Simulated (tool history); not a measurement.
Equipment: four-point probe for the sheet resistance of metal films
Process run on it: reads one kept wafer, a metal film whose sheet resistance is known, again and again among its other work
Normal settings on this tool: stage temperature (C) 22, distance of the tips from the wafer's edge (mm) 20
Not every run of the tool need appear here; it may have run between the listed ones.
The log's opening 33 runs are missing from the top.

run	day	stage temperature (C)	distance of the tips from the wafer's edge (mm)	touches since the probe head was changed	hours of work since the stage's thermometer was calibrated	sheet resistance as the instrument gives it (ohm/square)
34	33.638	25	15	8472	61	8.577517
35	34.75	24	7	9242	75	8.60039
36	35.617	34	13	9841	86	8.620718
# day 35.862: stage's thermometer calibrated, once more
37	37.092	34	13	10844	15	8.634397
38	38.562	34	13	11863	33	8.6336
39	40.038	21	13	12881	52	8.568982
40	41.267	23	30	13730	67	8.569125
41	42.688	23	21	14711	84	8.568671
42	43.454	23	21	15242	94	8.568792
43	44.904	23	21	16243	112	8.569452
44	46.183	24	21	17127	127	8.576293
45	46.929	22	17	17642	137	8.563134

Below are 4 alternative next runs, each starting from the tool's condition after run 45. Predict each:
A	47.867	22	5	18290	148	?
B	47.867	30	4	18290	148	?
C	47.867	26	3	18290	148	?
D	47.867	25	17	18290	148	?

run	sheet resistance as the instrument gives it (ohm/square)
A	8.629848
B	8.710173
C	8.776693
D	8.576494
Stripped of hidden state, with their random variation kept, the same runs would have yielded:
run	sheet resistance as the instrument gives it (ohm/square)
A	8.639333
B	8.71967
C	8.786293
D	8.585896

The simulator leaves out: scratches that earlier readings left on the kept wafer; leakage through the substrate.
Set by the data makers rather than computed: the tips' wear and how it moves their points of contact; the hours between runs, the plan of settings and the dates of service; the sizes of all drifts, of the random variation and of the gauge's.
